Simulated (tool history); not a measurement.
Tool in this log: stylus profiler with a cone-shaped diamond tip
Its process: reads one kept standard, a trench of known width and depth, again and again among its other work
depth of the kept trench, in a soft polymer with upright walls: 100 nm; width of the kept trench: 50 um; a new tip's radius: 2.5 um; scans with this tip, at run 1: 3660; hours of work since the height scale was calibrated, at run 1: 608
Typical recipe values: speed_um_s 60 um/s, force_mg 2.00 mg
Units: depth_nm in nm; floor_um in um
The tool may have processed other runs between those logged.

run,day,speed_um_s,force_mg,scans with this tip,hours of work since the height scale was calibrated,depth_nm,floor_um
1,0.000,60,2.00,3660,608,101.30,48.37
2,2.600,60,2.00,3849,639,101.19,48.37
3,5.254,108,2.00,4043,672,101.17,48.31
4,7.442,108,2.00,4203,698,101.23,48.23
5,8.792,108,2.00,4301,714,101.24,48.22
6,10.975,108,1.21,4460,741,100.89,48.06
7,12.246,174,2.00,4553,756,101.26,48.00
8,14.458,53,2.00,4714,783,101.25,48.43
9,16.933,53,2.00,4895,813,101.27,48.43
10,19.392,129,2.00,5074,843,101.27,48.13
11,22.033,129,2.00,5267,875,101.20,48.10
12,24.279,129,1.24,5431,902,100.85,47.95
13,25.683,59,2.00,5533,919,101.23,48.35
14,28.133,59,2.00,5712,949,101.26,48.37
15,29.296,60,2.00,5797,963,101.35,48.37
# day 30.242: height scale calibrated on a step standard
16,32.083,60,2.00,5999,22,101.24,48.35
17,33.354,60,2.00,6092,38,101.23,48.41
18,34.858,60,2.00,6201,56,101.28,48.43
19,36.262,60,0.91,6304,73,100.69,48.26
20,38.712,87,2.56,6482,103,101.45,48.25
21,41.483,87,1.10,6685,136,100.85,48.16
22,43.021,150,1.41,6797,155,100.93,47.93
23,45.221,69,4.47,6957,182,102.14,48.41
24,47.329,69,4.47,7111,207,102.14,48.35
25,49.846,69,4.47,7295,238,102.16,48.42
26,51.104,40,1.45,7386,253,101.05,48.43
27,53.804,197,2.00,7583,286,101.25,47.87
28,56.558,30,0.84,7784,319,100.70,48.42
29,57.808,30,5.15,7876,334,102.33,48.43
30,59.267,30,5.15,7982,352,102.28,48.50
31,61.971,95,1.16,8179,384,100.82,48.18
32,63.167,31,0.91,8266,399,100.68,48.41
33,65.921,44,3.54,8467,432,101.77,48.49
34,67.183,27,3.94,8560,448,101.93,48.52
35,68.700,27,3.94,8670,466,101.93,48.51

Take each entry between the runs: how does the hidden state at the last listed run before it differ from the hidden state at the first listed run after it?
In the gap between runs 15 and 16: height scale calibrated on a step standard (day 30.242)
  height scale over the true one, %: 0.012 -> 0.001
